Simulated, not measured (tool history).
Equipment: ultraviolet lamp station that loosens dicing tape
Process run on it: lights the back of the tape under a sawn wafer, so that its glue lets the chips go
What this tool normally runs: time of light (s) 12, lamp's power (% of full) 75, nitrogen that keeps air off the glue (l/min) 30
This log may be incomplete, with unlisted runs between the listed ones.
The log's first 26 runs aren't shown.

run	day	time of light (s)	lamp's power (% of full)	nitrogen that keeps air off the glue (l/min)	force that peels the tape off (N)	light that reached the tape (mJ/cm2)
27	52.488	22	99	17	0.188	919
28	53.95	22	81	23	0.207	766
29	55.55	22	81	23	0.199	765
30	57.054	22	81	23	0.201	754
31	59.675	9	99	34	0.389	381
32	60.958	12	72	34	0.391	367
# day 61.754: window cleaned of glue's vapour
33	62.633	12	72	34	0.389	371
34	63.8	12	72	34	0.392	373
35	65.204	7	69	13	1.824	204
# day 66.217: lamp changed
36	66.788	11	61	14	1.123	283
37	69.446	18	75	30	0.225	581
38	71.242	11	75	46	0.346	350
39	73.754	11	75	46	0.372	354

Forecast run 40:
40	75.608	11	75	46	?	?

force that peels the tape off (N): 0.357
light that reached the tape (mJ/cm2): 353
With no hidden state in the tool, this same run would have given force that peels the tape off (N) 0.356, light that reached the tape (mJ/cm2) 353.
